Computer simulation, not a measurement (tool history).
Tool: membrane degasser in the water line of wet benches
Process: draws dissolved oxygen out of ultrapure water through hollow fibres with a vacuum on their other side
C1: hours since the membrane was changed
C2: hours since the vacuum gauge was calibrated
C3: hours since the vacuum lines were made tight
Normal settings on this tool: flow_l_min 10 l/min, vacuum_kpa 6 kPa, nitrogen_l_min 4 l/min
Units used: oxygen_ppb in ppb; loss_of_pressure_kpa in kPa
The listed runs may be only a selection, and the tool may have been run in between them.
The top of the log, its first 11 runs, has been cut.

{"run": 12, "hour": 945.4, "flow_l_min": 11, "vacuum_kpa": 6, "nitrogen_l_min": 4, "C1": 1337, "C2": 297, "C3": 8766, "oxygen_ppb": 435.3, "loss_of_pressure_kpa": 32.78}
{"run": 13, "hour": 1000.0, "flow_l_min": 10, "vacuum_kpa": 6, "nitrogen_l_min": 4, "C1": 1391, "C2": 352, "C3": 8820, "oxygen_ppb": 340.4, "loss_of_pressure_kpa": 29.62}
{"run": 14, "hour": 1050.3, "flow_l_min": 10, "vacuum_kpa": 6, "nitrogen_l_min": 4, "C1": 1441, "C2": 402, "C3": 8871, "oxygen_ppb": 340.8, "loss_of_pressure_kpa": 29.43}
{"hour": 1058.8, "done": "vacuum gauge calibrated, once more"}
{"run": 15, "hour": 1157.1, "flow_l_min": 10, "vacuum_kpa": 6, "nitrogen_l_min": 4, "C1": 1548, "C2": 98, "C3": 8977, "oxygen_ppb": 347, "loss_of_pressure_kpa": 29.82}
{"run": 16, "hour": 1213.2, "flow_l_min": 10, "vacuum_kpa": 6, "nitrogen_l_min": 4, "C1": 1604, "C2": 154, "C3": 9033, "oxygen_ppb": 338.2, "loss_of_pressure_kpa": 29.79}
{"run": 17, "hour": 1259.2, "flow_l_min": 10, "vacuum_kpa": 6, "nitrogen_l_min": 4, "C1": 1650, "C2": 200, "C3": 9079, "oxygen_ppb": 342, "loss_of_pressure_kpa": 29.79}
{"run": 18, "hour": 1307.7, "flow_l_min": 10, "vacuum_kpa": 6, "nitrogen_l_min": 4, "C1": 1698, "C2": 249, "C3": 9127, "oxygen_ppb": 347.2, "loss_of_pressure_kpa": 29.72}
{"run": 19, "hour": 1353.0, "flow_l_min": 10, "vacuum_kpa": 4.35, "nitrogen_l_min": 3.24, "C1": 1744, "C2": 294, "C3": 9173, "oxygen_ppb": 339.1, "loss_of_pressure_kpa": 29.79}
{"run": 20, "hour": 1443.1, "flow_l_min": 10, "vacuum_kpa": 4.35, "nitrogen_l_min": 3.24, "C1": 1834, "C2": 384, "C3": 9263, "oxygen_ppb": 337.9, "loss_of_pressure_kpa": 29.74}
{"run": 21, "hour": 1544.7, "flow_l_min": 13, "vacuum_kpa": 6, "nitrogen_l_min": 4, "C1": 1935, "C2": 486, "C3": 9364, "oxygen_ppb": 646, "loss_of_pressure_kpa": 38.69}
{"run": 22, "hour": 1633.2, "flow_l_min": 13, "vacuum_kpa": 6, "nitrogen_l_min": 4, "C1": 2024, "C2": 574, "C3": 9453, "oxygen_ppb": 636.3, "loss_of_pressure_kpa": 39.07}
{"run": 23, "hour": 1732.9, "flow_l_min": 10, "vacuum_kpa": 6, "nitrogen_l_min": 4, "C1": 2123, "C2": 674, "C3": 9553, "oxygen_ppb": 342.8, "loss_of_pressure_kpa": 29.52}
{"run": 24, "hour": 1842.9, "flow_l_min": 14, "vacuum_kpa": 7.03, "nitrogen_l_min": 1.6, "C1": 2234, "C2": 784, "C3": 9663, "oxygen_ppb": 806.1, "loss_of_pressure_kpa": 41.52}
{"run": 25, "hour": 1940.6, "flow_l_min": 14, "vacuum_kpa": 7.03, "nitrogen_l_min": 1.6, "C1": 2331, "C2": 882, "C3": 9760, "oxygen_ppb": 811.1, "loss_of_pressure_kpa": 41.72}
{"run": 26, "hour": 2027.7, "flow_l_min": 14, "vacuum_kpa": 7.03, "nitrogen_l_min": 1.6, "C1": 2418, "C2": 969, "C3": 9848, "oxygen_ppb": 806.7, "loss_of_pressure_kpa": 41.89}
{"run": 27, "hour": 2121.9, "flow_l_min": 14, "vacuum_kpa": 7.03, "nitrogen_l_min": 1.6, "C1": 2512, "C2": 1063, "C3": 9942, "oxygen_ppb": 807.4, "loss_of_pressure_kpa": 41.94}
{"run": 28, "hour": 2174.3, "flow_l_min": 10, "vacuum_kpa": 9.33, "nitrogen_l_min": 2.64, "C1": 2565, "C2": 1116, "C3": 9994, "oxygen_ppb": 381.4, "loss_of_pressure_kpa": 29.9}
{"run": 29, "hour": 2251.3, "flow_l_min": 10, "vacuum_kpa": 9.33, "nitrogen_l_min": 2.64, "C1": 2642, "C2": 1193, "C3": 10071, "oxygen_ppb": 390.8, "loss_of_pressure_kpa": 30.55}
{"run": 30, "hour": 2296.8, "flow_l_min": 9, "vacuum_kpa": 5.52, "nitrogen_l_min": 1.99, "C1": 2687, "C2": 1238, "C3": 10117, "oxygen_ppb": 273.1, "loss_of_pressure_kpa": 26.95}
{"run": 31, "hour": 2368.5, "flow_l_min": 6, "vacuum_kpa": 7.35, "nitrogen_l_min": 10.85, "C1": 2759, "C2": 1310, "C3": 10188, "oxygen_ppb": 65.7, "loss_of_pressure_kpa": 17.99}
{"hour": 2385.5, "done": "seals of the vacuum lines changed"}
{"run": 32, "hour": 2459.3, "flow_l_min": 14, "vacuum_kpa": 12.52, "nitrogen_l_min": 5.11, "C1": 2848, "C2": 1399, "C3": 74, "oxygen_ppb": 791.9, "loss_of_pressure_kpa": 42.2}

Below are 3 alternative next runs, each starting from the tool's condition after run 32. Predict each:
{"run": "A", "hour": 2538.4, "flow_l_min": 13, "vacuum_kpa": 12.52, "nitrogen_l_min": 5.11, "C1": 2927, "C2": 1478, "C3": 153, "oxygen_ppb": "?", "loss_of_pressure_kpa": "?"}
{"run": "B", "hour": 2538.4, "flow_l_min": 14, "vacuum_kpa": 12.52, "nitrogen_l_min": 5.2, "C1": 2927, "C2": 1478, "C3": 153, "oxygen_ppb": "?", "loss_of_pressure_kpa": "?"}
{"run": "C", "hour": 2538.4, "flow_l_min": 11, "vacuum_kpa": 12.52, "nitrogen_l_min": 3.91, "C1": 2927, "C2": 1478, "C3": 153, "oxygen_ppb": "?", "loss_of_pressure_kpa": "?"}

run=A oxygen_ppb=680.6 loss_of_pressure_kpa=39.1
run=B oxygen_ppb=791.2 loss_of_pressure_kpa=41.83
run=C oxygen_ppb=496.4 loss_of_pressure_kpa=32.71
With no hidden state in the tool, these same runs would have given:
run=A oxygen_ppb=655.9 loss_of_pressure_kpa=38.5
run=B oxygen_ppb=764 loss_of_pressure_kpa=41.19
run=C oxygen_ppb=476.6 loss_of_pressure_kpa=32.2
